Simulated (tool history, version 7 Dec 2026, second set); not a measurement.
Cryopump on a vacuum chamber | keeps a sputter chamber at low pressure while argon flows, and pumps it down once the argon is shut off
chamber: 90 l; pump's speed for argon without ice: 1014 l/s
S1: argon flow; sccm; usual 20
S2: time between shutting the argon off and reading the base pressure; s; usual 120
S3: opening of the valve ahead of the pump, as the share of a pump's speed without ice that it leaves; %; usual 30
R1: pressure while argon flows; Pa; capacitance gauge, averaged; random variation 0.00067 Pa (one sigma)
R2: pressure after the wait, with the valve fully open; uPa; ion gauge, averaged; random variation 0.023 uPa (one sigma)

run 1 hour=0 | S1=20 S2=120 S3=30 | R1=0.1125 R2=1.46
run 2 hour=25 | S1=20 S2=120 S3=30 | R1=0.1118 R2=1.47
run 3 hour=48 | S1=20 S2=120 S3=30 | R1=0.1111 R2=1.53
run 4 hour=64.8 | S1=20 S2=120 S3=30 | R1=0.111 R2=1.51
run 5 hour=88.7 | S1=20 S2=120 S3=30 | R1=0.1129 R2=1.46
run 6 hour=102.4 | S1=20 S2=120 S3=30 | R1=0.1126 R2=1.56
run 7 hour=115.5 | S1=20 S2=120 S3=30 | R1=0.1128 R2=1.57
run 8 hour=126.5 | S1=20 S2=120 S3=30 | R1=0.1122 R2=1.49
run 9 hour=145.2 | S1=8 S2=120 S3=30 | R1=0.0449 R2=1.48
run 10 hour=167.6 | S1=20 S2=120 S3=30 | R1=0.113 R2=1.53
run 11 hour=181.3 | S1=31 S2=166 S3=30 | R1=0.1742 R2=1.38
run 12 hour=204.4 | S1=8 S2=47 S3=35 | R1=0.0386 R2=2.36
run 13 hour=230.7 | S1=8 S2=47 S3=35 | R1=0.0386 R2=2.34
run 14 hour=257.4 | S1=39 S2=120 S3=30 | R1=0.2224 R2=1.61
run 15 hour=281.6 | S1=11 S2=120 S3=20 | R1=0.0929 R2=1.57
run 16 hour=296 | S1=11 S2=119 S3=20 | R1=0.093 R2=1.57
run 17 hour=311.1 | S1=11 S2=119 S3=20 | R1=0.0934 R2=1.55
run 18 hour=325.4 | S1=17 S2=120 S3=25 | R1=0.1158 R2=1.6
run 19 hour=336.5 | S1=17 S2=96 S3=16 | R1=0.1792 R2=1.65

Forecast each of these 5 alternatives for the next run:
run A hour=348.4 | S1=40 S2=120 S3=47 | R1=? R2=?
run B hour=348.4 | S1=33 S2=72 S3=38 | R1=? R2=?
run C hour=348.4 | S1=23 S2=34 S3=16 | R1=? R2=?
run D hour=348.4 | S1=17 S2=206 S3=47 | R1=? R2=?
run E hour=348.4 | S1=29 S2=129 S3=35 | R1=? R2=?

run=A R1=0.1483 R2=1.62
run=B R1=0.1498 R2=2.03
run=C R1=0.2433 R2=2.98
run=D R1=0.0636 R2=1.41
run=E R1=0.1425 R2=1.55
Without the tool's hidden state the same runs would have given:
run=A R1=0.1424 R2=0.83
run=B R1=0.1449 R2=1.22
run=C R1=0.2399 R2=2.18
run=D R1=0.0611 R2=0.6
run=E R1=0.1382 R2=0.78
